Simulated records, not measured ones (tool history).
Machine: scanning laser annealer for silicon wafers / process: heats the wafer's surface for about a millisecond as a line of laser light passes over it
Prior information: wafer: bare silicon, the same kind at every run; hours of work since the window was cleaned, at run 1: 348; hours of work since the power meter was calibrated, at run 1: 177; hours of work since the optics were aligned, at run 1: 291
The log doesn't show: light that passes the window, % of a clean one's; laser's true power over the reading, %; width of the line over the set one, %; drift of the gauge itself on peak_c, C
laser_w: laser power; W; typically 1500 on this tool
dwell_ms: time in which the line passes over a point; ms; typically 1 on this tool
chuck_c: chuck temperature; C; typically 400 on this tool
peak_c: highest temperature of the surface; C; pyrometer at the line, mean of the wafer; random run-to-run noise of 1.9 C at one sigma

run,hour,laser_w,dwell_ms,chuck_c,hours of work since the window was cleaned,hours of work since the power meter was calibrated,hours of work since the optics were aligned,peak_c
1,0,1500,1,400,348,177,291,1072
2,25.5,1500,1,400,359,188,302,1070
3,56.5,1500,1,400,373,202,316,1072
4,94,1500,1.07,400,389,219,333,1090
5,120,1500,1.07,400,401,231,344,1091
6,142.7,1500,1,400,411,241,354,1065
7,186.6,1500,1,400,431,260,374,1064
8,234.2,1500,1,400,452,281,395,1067
9,264.8,1500,1,400,466,295,409,1062
10,310.3,1500,1,400,486,315,429,1058
11,345.8,1500,1.24,423,502,331,445,1161
# hour 351.8: window over the wafer cleaned
12,394.5,1500,0.78,400,19,352,466,1009
13,418.6,1514,0.91,408,30,363,476,1072
14,440.8,1514,0.91,408,40,373,486,1071
15,476.3,1514,0.91,408,56,389,502,1069
16,499.7,1525,0.87,405,66,399,513,1056
17,533.9,1358,0.75,430,81,414,528,967
18,571.1,1512,1.24,400,98,431,544,1172
19,610,1512,1.24,400,115,448,562,1173

Branching from run 19: 4 alternative next runs. What would each branch give?
A,636.4,1587,0.79,398,127,460,574,?
B,636.4,1275,1.13,400,127,460,574,?
C,636.4,1324,0.91,412,127,460,574,?
D,636.4,1545,1.16,408,127,460,574,?

run,peak_c
A,1034
B,1020
C,987
D,1168
Take away the tool's hidden state, keep each run's random variation, and the runs would have read:
run,peak_c
A,1056
B,1042
C,1007
D,1195

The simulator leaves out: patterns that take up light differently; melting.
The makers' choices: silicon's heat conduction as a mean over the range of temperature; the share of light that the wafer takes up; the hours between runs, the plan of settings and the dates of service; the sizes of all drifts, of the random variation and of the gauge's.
